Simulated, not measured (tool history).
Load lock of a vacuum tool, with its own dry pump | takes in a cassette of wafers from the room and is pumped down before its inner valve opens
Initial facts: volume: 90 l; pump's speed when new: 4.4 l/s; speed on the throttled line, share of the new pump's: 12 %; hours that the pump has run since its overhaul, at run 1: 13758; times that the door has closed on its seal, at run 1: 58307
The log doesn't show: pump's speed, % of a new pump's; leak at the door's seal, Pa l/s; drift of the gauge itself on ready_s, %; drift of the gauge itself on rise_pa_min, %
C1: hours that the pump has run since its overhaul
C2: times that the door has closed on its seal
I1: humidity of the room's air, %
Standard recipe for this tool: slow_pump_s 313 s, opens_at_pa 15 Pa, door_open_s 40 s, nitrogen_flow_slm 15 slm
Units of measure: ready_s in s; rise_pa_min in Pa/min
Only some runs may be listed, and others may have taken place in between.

{"run": 1, "hour": 0.0, "slow_pump_s": 313, "opens_at_pa": 15, "door_open_s": 40, "nitrogen_flow_slm": 15, "C1": 13758, "C2": 58307, "I1": 45.9, "ready_s": 463.7, "rise_pa_min": 0.03}
{"run": 2, "hour": 285.2, "slow_pump_s": 313, "opens_at_pa": 15, "door_open_s": 40, "nitrogen_flow_slm": 15, "C1": 14043, "C2": 59163, "I1": 45.0, "ready_s": 456.7, "rise_pa_min": 0.04}
{"run": 3, "hour": 559.7, "slow_pump_s": 199, "opens_at_pa": 15, "door_open_s": 40, "nitrogen_flow_slm": 15, "C1": 14318, "C2": 59988, "I1": 41.8, "ready_s": 360.8, "rise_pa_min": 0.029}
{"run": 4, "hour": 882.5, "slow_pump_s": 199, "opens_at_pa": 15, "door_open_s": 40, "nitrogen_flow_slm": 15, "C1": 14641, "C2": 60957, "I1": 43.7, "ready_s": 360.1, "rise_pa_min": 0.029}
{"run": 5, "hour": 1317.3, "slow_pump_s": 313, "opens_at_pa": 15, "door_open_s": 40, "nitrogen_flow_slm": 43, "C1": 15075, "C2": 62262, "I1": 44.1, "ready_s": 462.6, "rise_pa_min": 0.011}
{"run": 6, "hour": 1547.7, "slow_pump_s": 313, "opens_at_pa": 15, "door_open_s": 40, "nitrogen_flow_slm": 43, "C1": 15306, "C2": 62954, "I1": 43.4, "ready_s": 457.9, "rise_pa_min": 0.02}
{"run": 7, "hour": 1806.2, "slow_pump_s": 313, "opens_at_pa": 18, "door_open_s": 40, "nitrogen_flow_slm": 15, "C1": 15564, "C2": 63730, "I1": 42.9, "ready_s": 452.9, "rise_pa_min": 0.03}
{"run": 8, "hour": 2177.6, "slow_pump_s": 313, "opens_at_pa": 18, "door_open_s": 40, "nitrogen_flow_slm": 15, "C1": 15936, "C2": 64845, "I1": 42.5, "ready_s": 455.9, "rise_pa_min": 0.03}
{"run": 9, "hour": 2438.0, "slow_pump_s": 313, "opens_at_pa": 15, "door_open_s": 40, "nitrogen_flow_slm": 15, "C1": 16196, "C2": 65626, "I1": 44.8, "ready_s": 459.5, "rise_pa_min": 0.035}
{"run": 10, "hour": 2735.5, "slow_pump_s": 313, "opens_at_pa": 15, "door_open_s": 40, "nitrogen_flow_slm": 9, "C1": 16494, "C2": 66519, "I1": 47.0, "ready_s": 457.4, "rise_pa_min": 0.04}
{"run": 11, "hour": 3110.0, "slow_pump_s": 313, "opens_at_pa": 15, "door_open_s": 40, "nitrogen_flow_slm": 9, "C1": 16868, "C2": 67643, "I1": 45.3, "ready_s": 466.1, "rise_pa_min": 0.041}
{"run": 12, "hour": 3300.5, "slow_pump_s": 313, "opens_at_pa": 15, "door_open_s": 40, "nitrogen_flow_slm": 9, "C1": 17059, "C2": 68216, "I1": 45.5, "ready_s": 461.5, "rise_pa_min": 0.038}
{"run": 13, "hour": 3530.1, "slow_pump_s": 313, "opens_at_pa": 15, "door_open_s": 40, "nitrogen_flow_slm": 9, "C1": 17288, "C2": 68905, "I1": 46.4, "ready_s": 456.4, "rise_pa_min": 0.037}
{"run": 14, "hour": 3799.4, "slow_pump_s": 313, "opens_at_pa": 15, "door_open_s": 40, "nitrogen_flow_slm": 9, "C1": 17558, "C2": 69713, "I1": 46.2, "ready_s": 461.3, "rise_pa_min": 0.038}
{"run": 15, "hour": 4189.2, "slow_pump_s": 313, "opens_at_pa": 15, "door_open_s": 40, "nitrogen_flow_slm": 9, "C1": 17947, "C2": 70883, "I1": 41.5, "ready_s": 455.0, "rise_pa_min": 0.035}
{"run": 16, "hour": 4459.2, "slow_pump_s": 313, "opens_at_pa": 15, "door_open_s": 40, "nitrogen_flow_slm": 9, "C1": 18217, "C2": 71694, "I1": 42.9, "ready_s": 461.8, "rise_pa_min": 0.04}
{"run": 17, "hour": 4739.5, "slow_pump_s": 313, "opens_at_pa": 15, "door_open_s": 40, "nitrogen_flow_slm": 9, "C1": 18498, "C2": 72535, "I1": 46.9, "ready_s": 460.0, "rise_pa_min": 0.043}
{"run": 18, "hour": 5166.9, "slow_pump_s": 313, "opens_at_pa": 15, "door_open_s": 40, "nitrogen_flow_slm": 9, "C1": 18925, "C2": 73818, "I1": 44.1, "ready_s": 457.3, "rise_pa_min": 0.033}
{"run": 19, "hour": 5444.1, "slow_pump_s": 313, "opens_at_pa": 19, "door_open_s": 40, "nitrogen_flow_slm": 15, "C1": 19202, "C2": 74651, "I1": 43.9, "ready_s": 458.4, "rise_pa_min": 0.033}
{"run": 20, "hour": 5773.5, "slow_pump_s": 172, "opens_at_pa": 23, "door_open_s": 40, "nitrogen_flow_slm": 5, "C1": 19532, "C2": 75639, "I1": 49.0, "ready_s": 328.7, "rise_pa_min": 0.047}
{"hour": 6067.6, "done": "dry pump taken out, an overhauled one fitted"}
{"run": 21, "hour": 6251.4, "slow_pump_s": 482, "opens_at_pa": 26, "door_open_s": 60, "nitrogen_flow_slm": 33, "C1": 184, "C2": 77056, "I1": 48.5, "ready_s": 596.6, "rise_pa_min": 0.029}
{"hour": 6451.3, "done": "door's seal changed, seat wiped"}
{"run": 22, "hour": 6538.6, "slow_pump_s": 482, "opens_at_pa": 13, "door_open_s": 168, "nitrogen_flow_slm": 5, "C1": 469, "C2": 262, "I1": 45.3, "ready_s": 611.3, "rise_pa_min": 0.124}
{"run": 23, "hour": 6883.4, "slow_pump_s": 297, "opens_at_pa": 16, "door_open_s": 40, "nitrogen_flow_slm": 15, "C1": 814, "C2": 1297, "I1": 45.6, "ready_s": 441.2, "rise_pa_min": 0.025}
{"run": 24, "hour": 7189.9, "slow_pump_s": 297, "opens_at_pa": 16, "door_open_s": 40, "nitrogen_flow_slm": 15, "C1": 1121, "C2": 2217, "I1": 43.3, "ready_s": 442.1, "rise_pa_min": 0.024}
{"run": 25, "hour": 7611.2, "slow_pump_s": 313, "opens_at_pa": 15, "door_open_s": 169, "nitrogen_flow_slm": 15, "C1": 1542, "C2": 3481, "I1": 46.4, "ready_s": 462.8, "rise_pa_min": 0.087}
{"run": 26, "hour": 8048.9, "slow_pump_s": 313, "opens_at_pa": 15, "door_open_s": 169, "nitrogen_flow_slm": 15, "C1": 1980, "C2": 4796, "I1": 44.0, "ready_s": 458.1, "rise_pa_min": 0.085}
{"run": 27, "hour": 8286.2, "slow_pump_s": 313, "opens_at_pa": 15, "door_open_s": 103, "nitrogen_flow_slm": 20, "C1": 2217, "C2": 5508, "I1": 40.7, "ready_s": 456.4, "rise_pa_min": 0.044}
{"run": 28, "hour": 8496.3, "slow_pump_s": 313, "opens_at_pa": 10, "door_open_s": 157, "nitrogen_flow_slm": 15, "C1": 2427, "C2": 6139, "I1": 47.6, "ready_s": 463.8, "rise_pa_min": 0.079}
{"run": 29, "hour": 8742.5, "slow_pump_s": 292, "opens_at_pa": 10, "door_open_s": 25, "nitrogen_flow_slm": 13, "C1": 2673, "C2": 6878, "I1": 45.7, "ready_s": 453.0, "rise_pa_min": 0.022}
{"run": 30, "hour": 9189.2, "slow_pump_s": 292, "opens_at_pa": 10, "door_open_s": 25, "nitrogen_flow_slm": 13, "C1": 3120, "C2": 8219, "I1": 41.6, "ready_s": 453.2, "rise_pa_min": 0.021}
{"run": 31, "hour": 9497.7, "slow_pump_s": 292, "opens_at_pa": 15, "door_open_s": 30, "nitrogen_flow_slm": 13, "C1": 3429, "C2": 9145, "I1": 44.0, "ready_s": 440.1, "rise_pa_min": 0.022}
{"run": 32, "hour": 9848.4, "slow_pump_s": 292, "opens_at_pa": 15, "door_open_s": 30, "nitrogen_flow_slm": 13, "C1": 3779, "C2": 10198, "I1": 47.5, "ready_s": 439.3, "rise_pa_min": 0.024}
{"run": 33, "hour": 10131.8, "slow_pump_s": 292, "opens_at_pa": 15, "door_open_s": 30, "nitrogen_flow_slm": 13, "C1": 4063, "C2": 11049, "I1": 43.6, "ready_s": 442.1, "rise_pa_min": 0.024}
{"run": 34, "hour": 10393.7, "slow_pump_s": 231, "opens_at_pa": 22, "door_open_s": 28, "nitrogen_flow_slm": 23, "C1": 4325, "C2": 11835, "I1": 44.8, "ready_s": 376.8, "rise_pa_min": 0.02}
{"run": 35, "hour": 10692.6, "slow_pump_s": 218, "opens_at_pa": 13, "door_open_s": 239, "nitrogen_flow_slm": 13, "C1": 4623, "C2": 12732, "I1": 45.5, "ready_s": 376.7, "rise_pa_min": 0.119}
{"run": 36, "hour": 11021.0, "slow_pump_s": 431, "opens_at_pa": 16, "door_open_s": 40, "nitrogen_flow_slm": 20, "C1": 4952, "C2": 13718, "I1": 45.2, "ready_s": 560.4, "rise_pa_min": 0.026}

Describe how what the log doesn't record of the tool's condition differs between the last listed run preceding each entry between runs and the first listed run following it.
After run 20, before run 21: dry pump taken out, an overhauled one fitted (hour 6067.6)
  pump's speed, % of a new pump's: 99.8 -> 100; leak at the door's seal, Pa l/s: 0.0055 -> 0.0056
  the result without the hidden state subtracted from the measured one, rise_pa_min: +0.003 -> +0.003 Pa/min
After run 21, before run 22: door's seal changed, seat wiped (hour 6451.3)
  leak at the door's seal, Pa l/s: 0.0056 -> 0.002
  the result without the hidden state subtracted from the measured one, rise_pa_min: +0.003 -> +0.000 Pa/min

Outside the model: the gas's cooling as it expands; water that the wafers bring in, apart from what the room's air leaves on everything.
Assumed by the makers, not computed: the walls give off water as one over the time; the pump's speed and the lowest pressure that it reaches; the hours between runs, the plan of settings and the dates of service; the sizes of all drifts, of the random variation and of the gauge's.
